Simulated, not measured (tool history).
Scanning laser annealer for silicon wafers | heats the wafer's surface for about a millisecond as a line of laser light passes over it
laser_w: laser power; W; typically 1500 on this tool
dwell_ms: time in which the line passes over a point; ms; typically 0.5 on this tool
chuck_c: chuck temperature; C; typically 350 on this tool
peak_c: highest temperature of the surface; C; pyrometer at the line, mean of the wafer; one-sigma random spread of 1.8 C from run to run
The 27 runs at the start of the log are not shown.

run	hour	laser_w	dwell_ms	chuck_c	hours of work since the window was cleaned	hours of work since the power meter was calibrated	hours of work since the optics were aligned	peak_c
28	322.8	1640	0.427	311	238	675	242	1042
# hour 326.9: laser's power meter calibrated
29	341.9	1640	0.427	311	250	12	255	1040
30	352.8	1640	0.427	311	259	21	264	1039
# hour 359.2: laser's power meter calibrated, once more
31	372	1405	0.408	365	272	10	276	957
32	378.8	1405	0.452	321	277	16	282	944
33	391.2	1429	0.608	350	287	25	292	1076
34	400.4	1429	0.608	350	295	33	299	1073
35	407.4	1500	0.392	380	300	38	305	1009
36	423.9	1557	0.5	350	313	52	318	1078
37	431.5	1409	0.532	359	319	58	324	1030
38	448.3	1409	0.532	359	333	71	337	1028
39	465	1409	0.532	359	346	84	350	1031
40	477	1323	0.376	329	356	94	360	859

Forecast each of these 5 alternatives for the next run:
A	489.9	1616	0.495	339	366	104	370	?
B	489.9	1637	0.456	329	366	104	370	?
C	489.9	1500	0.5	347	366	104	370	?
D	489.9	1397	0.391	348	366	104	370	?
E	489.9	1500	0.581	350	366	104	370	?

run	peak_c
A	1092
B	1064
C	1045
D	919
E	1096
With the hidden condition removed and each run's random variation left untouched, the same runs would have given:
run	peak_c
A	1123
B	1094
C	1073
D	943
E	1126

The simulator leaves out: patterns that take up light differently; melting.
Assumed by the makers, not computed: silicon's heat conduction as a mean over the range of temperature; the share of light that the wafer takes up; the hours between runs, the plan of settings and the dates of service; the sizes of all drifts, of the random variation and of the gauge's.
